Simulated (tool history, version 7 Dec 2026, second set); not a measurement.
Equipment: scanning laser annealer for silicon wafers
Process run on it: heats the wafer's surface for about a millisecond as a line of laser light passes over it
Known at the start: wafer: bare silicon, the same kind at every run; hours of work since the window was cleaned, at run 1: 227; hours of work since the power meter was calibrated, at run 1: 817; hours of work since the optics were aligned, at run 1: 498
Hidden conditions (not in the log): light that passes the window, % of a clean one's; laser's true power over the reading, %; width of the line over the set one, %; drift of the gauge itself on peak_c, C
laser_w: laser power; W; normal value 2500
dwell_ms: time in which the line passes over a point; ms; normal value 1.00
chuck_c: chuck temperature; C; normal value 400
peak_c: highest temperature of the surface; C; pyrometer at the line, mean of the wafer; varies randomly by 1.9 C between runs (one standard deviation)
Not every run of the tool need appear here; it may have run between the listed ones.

run,hour,laser_w,dwell_ms,chuck_c,hours of work since the window was cleaned,hours of work since the power meter was calibrated,hours of work since the optics were aligned,peak_c
1,0.0,2500,1.00,400,227,817,498,1208
2,67.8,2500,1.00,400,269,859,540,1209
3,126.5,2500,1.00,400,305,895,577,1210
4,168.1,2500,1.00,400,331,921,602,1209
5,232.5,2581,1.00,400,371,961,642,1239
6,303.5,2500,1.00,400,414,1005,686,1208
7,348.1,2500,1.00,400,442,1032,713,1210
8,413.8,2285,1.00,400,483,1073,754,1130
9,497.2,2406,0.71,375,534,1124,806,1033
10,546.3,2406,1.09,375,564,1155,836,1180
11,617.0,2406,1.09,375,608,1198,880,1181
12,671.6,2252,0.84,366,642,1232,913,1027
13,743.2,2527,1.00,423,686,1276,958,1240

Run 14 is up next; what results do you expect?
# hour 777.5: optics aligned, line set to its width
# hour 788.7: window over the wafer cleaned
14,796.7,2527,1.00,364,5,1305,11,?

peak_c: 1186 C
With no hidden state in the tool, this same run would have given peak_c 1186 C.
